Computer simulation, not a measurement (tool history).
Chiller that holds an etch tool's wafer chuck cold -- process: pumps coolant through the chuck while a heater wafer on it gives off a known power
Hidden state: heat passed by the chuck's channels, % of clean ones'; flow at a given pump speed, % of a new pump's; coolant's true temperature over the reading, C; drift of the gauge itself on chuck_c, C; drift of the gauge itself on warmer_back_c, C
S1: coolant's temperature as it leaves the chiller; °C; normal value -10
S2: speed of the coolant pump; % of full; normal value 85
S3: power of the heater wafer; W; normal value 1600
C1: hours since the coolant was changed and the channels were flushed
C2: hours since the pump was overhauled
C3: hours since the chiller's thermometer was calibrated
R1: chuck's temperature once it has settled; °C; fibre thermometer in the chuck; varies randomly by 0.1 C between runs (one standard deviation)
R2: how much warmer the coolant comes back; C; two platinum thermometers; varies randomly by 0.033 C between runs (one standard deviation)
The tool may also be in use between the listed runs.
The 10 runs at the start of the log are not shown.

run 11 hour=1514.9 | S1=-10 S2=85 S3=1600 | C1=759 C2=2088 C3=1349 | R1=8.4 R2=4.59
run 12 hour=1609.8 | S1=-10 S2=85 S3=2271 | C1=854 C2=2183 C3=1444 | R1=16.1 R2=6.54
run 13 hour=1786.6 | S1=-10 S2=85 S3=1600 | C1=1031 C2=2360 C3=1621 | R1=8.6 R2=4.65
run 14 hour=2005.4 | S1=-10 S2=85 S3=1600 | C1=1250 C2=2579 C3=1840 | R1=8.4 R2=4.63
run 15 hour=2149.5 | S1=-10 S2=72 S3=1600 | C1=1394 C2=2723 C3=1984 | R1=10.7 R2=5.66
run 16 hour=2339.6 | S1=-6 S2=65 S3=811 | C1=1584 C2=2913 C3=2174 | R1=5.4 R2=3.26
run 17 hour=2478.8 | S1=-1 S2=82 S3=1284 | C1=1723 C2=3052 C3=2313 | R1=14 R2=3.96
-- hour=2618.9 chiller's thermometer calibrated
run 18 hour=2704.8 | S1=-10 S2=88 S3=2171 | C1=1948 C2=3277 C3=86 | R1=14.3 R2=6.05
run 19 hour=2820 | S1=-10 S2=96 S3=1600 | C1=2064 C2=3392 C3=201 | R1=6.9 R2=4.09
run 20 hour=2991.5 | S1=-5 S2=96 S3=1344 | C1=2235 C2=3564 C3=373 | R1=9.1 R2=3.52
run 21 hour=3123.5 | S1=-7 S2=85 S3=1600 | C1=2367 C2=3696 C3=505 | R1=11.5 R2=4.75
run 22 hour=3267.9 | S1=-7 S2=85 S3=1600 | C1=2511 C2=3840 C3=649 | R1=11.4 R2=4.75
run 23 hour=3426.5 | S1=-7 S2=85 S3=860 | C1=2670 C2=3999 C3=808 | R1=2.8 R2=2.67
run 24 hour=3539.5 | S1=-11 S2=85 S3=1600 | C1=2783 C2=4112 C3=921 | R1=7.4 R2=4.76
run 25 hour=3753.3 | S1=-15 S2=91 S3=1995 | C1=2997 C2=4326 C3=1134 | R1=6.9 R2=5.41
run 26 hour=3859.1 | S1=-16 S2=64 S3=1576 | C1=3103 C2=4431 C3=1240 | R1=6.4 R2=6.42
run 27 hour=3982.8 | S1=-16 S2=64 S3=1576 | C1=3226 C2=4555 C3=1364 | R1=6.3 R2=6.41
run 28 hour=4083.1 | S1=-17 S2=71 S3=2138 | C1=3327 C2=4655 C3=1464 | R1=10.9 R2=7.74
run 29 hour=4247.9 | S1=-8 S2=92 S3=873 | C1=3491 C2=4820 C3=1629 | R1=1.6 R2=2.53
-- hour=4441.3 gauge calibrated
run 30 hour=4450 | S1=-8 S2=92 S3=873 | C1=3694 C2=5022 C3=1831 | R1=1.3 R2=2.19

Each row is a separate what-if for the run after 30, all from the same tool condition, not one after another. Results?
run A hour=4558.1 | S1=-5 S2=85 S3=1001 | C1=3802 C2=5130 C3=1939 | R1=? R2=?
run B hour=4558.1 | S1=-8 S2=84 S3=873 | C1=3802 C2=5130 C3=1939 | R1=? R2=?
run C hour=4558.1 | S1=-8 S2=66 S3=1431 | C1=3802 C2=5130 C3=1939 | R1=? R2=?
run D hour=4558.1 | S1=-10 S2=93 S3=1378 | C1=3802 C2=5130 C3=1939 | R1=? R2=?
run E hour=4558.1 | S1=-9 S2=64 S3=873 | C1=3802 C2=5130 C3=1939 | R1=? R2=?

run=A R1=6.3 R2=2.86
run=B R1=2.3 R2=2.54
run=C R1=11.7 R2=5.4
run=D R1=4.8 R2=3.56
run=E R1=3.3 R2=3.44
Without the tool's hidden state the same runs would have given:
run=A R1=6.3 R2=2.85
run=B R1=2.3 R2=2.53
run=C R1=11.7 R2=5.39
run=D R1=4.8 R2=3.55
run=E R1=3.3 R2=3.43

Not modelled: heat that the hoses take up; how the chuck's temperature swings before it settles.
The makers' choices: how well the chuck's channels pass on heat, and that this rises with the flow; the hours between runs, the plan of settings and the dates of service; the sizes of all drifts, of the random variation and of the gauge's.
